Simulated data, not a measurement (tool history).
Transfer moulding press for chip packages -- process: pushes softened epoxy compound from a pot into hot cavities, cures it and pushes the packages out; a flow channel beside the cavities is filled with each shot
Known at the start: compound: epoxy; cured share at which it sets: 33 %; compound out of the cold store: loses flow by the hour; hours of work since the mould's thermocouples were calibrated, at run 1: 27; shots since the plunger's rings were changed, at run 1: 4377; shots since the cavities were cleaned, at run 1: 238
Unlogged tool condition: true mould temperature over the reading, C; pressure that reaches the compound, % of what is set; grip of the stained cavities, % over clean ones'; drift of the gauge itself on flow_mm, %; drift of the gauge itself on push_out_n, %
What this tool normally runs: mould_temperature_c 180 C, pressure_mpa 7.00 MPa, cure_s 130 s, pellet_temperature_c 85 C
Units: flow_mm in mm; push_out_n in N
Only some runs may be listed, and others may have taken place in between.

| run | hour | mould_temperature_c | pressure_mpa | cure_s | pellet_temperature_c | hours of work since the mould's thermocouples were calibrated | shots since the plunger's rings were changed | shots since the cavities were cleaned | incoming compound's hours out of the cold store | flow_mm | push_out_n |
|---|---|---|---|---|---|---|---|---|---|---|---|
| 1 | 0.0 | 180 | 7.00 | 130 | 85 | 27 | 4377 | 238 | 24.5 | 608 | 443 |
| 2 | 20.3 | 180 | 7.01 | 130 | 85 | 39 | 4534 | 395 | 40.5 | 564 | 496 |
|  | 32.4 | plunger's sealing rings changed |
| 3 | 44.8 | 180 | 7.01 | 130 | 85 | 51 | 96 | 564 | 11.5 | 701 | 523 |
|  | 48.3 | cavities cleaned with cleaning compound and waxed |
| 4 | 76.3 | 180 | 7.00 | 130 | 75 | 68 | 327 | 216 | 28.4 | 645 | 428 |
| 5 | 107.5 | 180 | 7.00 | 130 | 85 | 85 | 567 | 456 | 15.3 | 684 | 496 |
|  | 125.0 | cavities cleaned with cleaning compound and waxed |
| 6 | 134.2 | 180 | 7.00 | 130 | 85 | 99 | 762 | 71 | 16.8 | 677 | 384 |
| 7 | 149.5 | 180 | 7.00 | 130 | 85 | 107 | 880 | 189 | 24.1 | 650 | 440 |
| 8 | 173.9 | 180 | 7.00 | 130 | 85 | 121 | 1068 | 377 | 47.3 | 580 | 452 |
| 9 | 195.0 | 177 | 7.00 | 130 | 85 | 133 | 1230 | 539 | 10.3 | 699 | 579 |
|  | 201.0 | cavities cleaned with cleaning compound and waxed |
| 10 | 211.1 | 188 | 7.00 | 130 | 85 | 141 | 1343 | 78 | 28.4 | 606 | 334 |
| 11 | 234.3 | 188 | 7.00 | 130 | 85 | 154 | 1521 | 256 | 21.3 | 629 | 375 |
| 12 | 261.2 | 188 | 7.00 | 130 | 85 | 169 | 1729 | 464 | 27.9 | 603 | 433 |
|  | 276.8 | cavities cleaned with cleaning compound and waxed |
| 13 | 291.7 | 188 | 7.00 | 130 | 85 | 185 | 1952 | 115 | 15.8 | 638 | 344 |
| 14 | 319.6 | 180 | 5.48 | 130 | 85 | 200 | 2167 | 330 | 35.0 | 536 | 444 |
|  | 352.9 | cavities cleaned with cleaning compound and waxed |
| 15 | 353.9 | 180 | 5.48 | 130 | 85 | 218 | 2419 | 7 | 41.5 | 513 | 348 |
| 16 | 374.1 | 180 | 5.75 | 130 | 85 | 229 | 2575 | 163 | 29.1 | 553 | 409 |
| 17 | 402.5 | 180 | 8.59 | 111 | 85 | 245 | 2794 | 382 | 22.9 | 703 | 580 |
| 18 | 418.8 | 180 | 8.59 | 111 | 85 | 254 | 2919 | 507 | 20.7 | 708 | 579 |
|  | 429.7 | cavities cleaned with cleaning compound and waxed |
| 19 | 436.8 | 180 | 6.23 | 111 | 82 | 263 | 3047 | 55 | 13.5 | 614 | 475 |
| 20 | 465.0 | 180 | 6.23 | 111 | 83 | 279 | 3264 | 272 | 25.2 | 586 | 564 |
| 21 | 479.7 | 186 | 6.23 | 138 | 93 | 287 | 3377 | 385 | 43.8 | 509 | 399 |
| 22 | 500.3 | 186 | 6.23 | 112 | 80 | 299 | 3536 | 544 | 32.8 | 546 | 466 |
|  | 506.4 | cavities cleaned with cleaning compound and waxed |
| 23 | 515.6 | 186 | 7.39 | 112 | 84 | 306 | 3643 | 72 | 19.1 | 632 | 362 |
| 24 | 534.4 | 186 | 8.00 | 146 | 84 | 317 | 3787 | 216 | 29.9 | 621 | 368 |
| 25 | 552.0 | 185 | 5.26 | 140 | 76 | 327 | 3922 | 351 | 38.7 | 485 | 389 |
|  | 582.6 | cavities cleaned with cleaning compound and waxed |
| 26 | 584.3 | 180 | 7.00 | 125 | 80 | 344 | 4160 | 13 | 37.3 | 571 | 361 |
| 27 | 610.0 | 186 | 5.56 | 125 | 80 | 358 | 4358 | 211 | 41.2 | 487 | 383 |
| 28 | 631.6 | 180 | 7.00 | 130 | 93 | 370 | 4525 | 378 | 36.2 | 568 | 457 |
|  | 643.7 | plunger's sealing rings changed |
|  | 661.2 | cavities cleaned with cleaning compound and waxed |
| 29 | 667.8 | 180 | 7.00 | 130 | 93 | 388 | 174 | 51 | 21.0 | 665 | 385 |

Some steps in flow_mm, run to run, broken into two amounts with sign: the step expected even without the hidden condition (settings, incoming material, random variation), and the rest, left for the hidden condition together with whatever gauge scatter is not in both the measured and the hidden-condition-free result:
Run 2 -> 3: plunger's sealing rings changed. flow_mm +137 mm: hidden state +48, all else +89.
Run 16 -> 17: pressure_mpa 5.75 -> 8.59, cure_s 130 -> 111. flow_mm +150 mm: hidden state -11, all else +161.
Run 28 -> 29: plunger's sealing rings changed, cavities cleaned with cleaning compound and waxed. flow_mm +97 mm: hidden state +46, all else +51.
